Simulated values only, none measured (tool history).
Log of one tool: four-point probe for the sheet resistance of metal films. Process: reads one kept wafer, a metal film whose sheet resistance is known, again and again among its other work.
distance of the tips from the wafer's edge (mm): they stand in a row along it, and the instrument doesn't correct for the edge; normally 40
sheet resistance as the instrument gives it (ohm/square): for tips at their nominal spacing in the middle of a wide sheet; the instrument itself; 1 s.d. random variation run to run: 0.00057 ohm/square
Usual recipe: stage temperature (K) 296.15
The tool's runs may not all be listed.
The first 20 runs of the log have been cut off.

run,hour,stage temperature (K),distance of the tips from the wafer's edge (mm),sheet resistance as the instrument gives it (ohm/square)
21,515.3,298.15,40,2.828955
22,531.9,301.15,40,2.820564
23,553.8,296.15,40,2.836323
24,569.1,298.15,5,2.887705
25,603.5,301.15,5,2.877995
26,628.0,301.15,5,2.877862
27,650.8,294.15,16,2.847250
28,685.3,299.15,47,2.825061

Run 29 comes next. What will it give?
29,711.9,299.15,47,?

{"run 29": {"sheet resistance as the instrument gives it (ohm/square)": 2.823761}}
Were there no unlogged condition in the tool, this run, its random variation unchanged, would have produced sheet resistance as the instrument gives it (ohm/square) 2.854047.
